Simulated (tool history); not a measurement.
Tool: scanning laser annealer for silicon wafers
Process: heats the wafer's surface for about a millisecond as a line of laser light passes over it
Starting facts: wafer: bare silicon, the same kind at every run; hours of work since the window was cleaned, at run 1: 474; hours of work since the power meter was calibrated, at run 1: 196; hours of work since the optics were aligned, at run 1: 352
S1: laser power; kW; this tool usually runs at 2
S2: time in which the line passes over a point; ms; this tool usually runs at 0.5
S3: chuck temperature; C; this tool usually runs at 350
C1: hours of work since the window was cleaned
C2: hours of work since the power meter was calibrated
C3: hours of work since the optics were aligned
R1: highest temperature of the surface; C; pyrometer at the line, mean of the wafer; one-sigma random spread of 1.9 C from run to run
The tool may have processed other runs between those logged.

{"run": 1, "day": 0.0, "S1": 2, "S2": 0.5, "S3": 350, "C1": 474, "C2": 196, "C3": 352, "R1": 1140}
{"run": 2, "day": 0.442, "S1": 2, "S2": 0.5, "S3": 350, "C1": 480, "C2": 202, "C3": 358, "R1": 1136}
{"run": 3, "day": 0.958, "S1": 1.809, "S2": 0.5, "S3": 350, "C1": 487, "C2": 209, "C3": 365, "R1": 1064}
{"run": 4, "day": 1.542, "S1": 1.809, "S2": 0.5, "S3": 350, "C1": 494, "C2": 217, "C3": 373, "R1": 1057}
{"run": 5, "day": 1.975, "S1": 1.809, "S2": 0.5, "S3": 350, "C1": 500, "C2": 222, "C3": 379, "R1": 1060}
{"run": 6, "day": 2.292, "S1": 1.809, "S2": 0.5, "S3": 350, "C1": 505, "C2": 227, "C3": 383, "R1": 1061}
{"run": 7, "day": 2.708, "S1": 1.809, "S2": 0.5, "S3": 350, "C1": 510, "C2": 232, "C3": 389, "R1": 1060}
{"run": 8, "day": 3.433, "S1": 1.809, "S2": 0.5, "S3": 350, "C1": 520, "C2": 242, "C3": 399, "R1": 1060}
{"day": 3.562, "done": "window over the wafer cleaned"}
{"run": 9, "day": 4.146, "S1": 1.809, "S2": 0.5, "S3": 350, "C1": 8, "C2": 251, "C3": 407, "R1": 1057}
{"run": 10, "day": 4.792, "S1": 1.809, "S2": 0.475, "S3": 369, "C1": 17, "C2": 259, "C3": 416, "R1": 1062}
{"run": 11, "day": 5.15, "S1": 1.809, "S2": 0.475, "S3": 369, "C1": 21, "C2": 264, "C3": 421, "R1": 1060}
{"run": 12, "day": 5.479, "S1": 1.951, "S2": 0.359, "S3": 389, "C1": 26, "C2": 269, "C3": 425, "R1": 1045}
{"day": 5.629, "done": "window over the wafer cleaned, once more"}
{"run": 13, "day": 6.217, "S1": 1.951, "S2": 0.359, "S3": 389, "C1": 8, "C2": 277, "C3": 434, "R1": 1058}
{"run": 14, "day": 6.625, "S1": 1.848, "S2": 0.541, "S3": 314, "C1": 13, "C2": 283, "C3": 439, "R1": 1077}
{"run": 15, "day": 6.929, "S1": 2, "S2": 0.434, "S3": 376, "C1": 18, "C2": 287, "C3": 444, "R1": 1126}
{"run": 16, "day": 7.525, "S1": 2, "S2": 0.434, "S3": 376, "C1": 26, "C2": 295, "C3": 452, "R1": 1127}
{"run": 17, "day": 8.108, "S1": 2, "S2": 0.364, "S3": 350, "C1": 33, "C2": 303, "C3": 459, "R1": 1039}

The next listed run, before its measurement:
{"run": 18, "day": 8.696, "S1": 2, "S2": 0.364, "S3": 350, "C1": 41, "C2": 311, "C3": 467, "R1": "?"}

{"run 18": {"R1": 1042}}
On a tool with no hidden condition, and with the same random variation, this run would have come out at R1 1050 C.
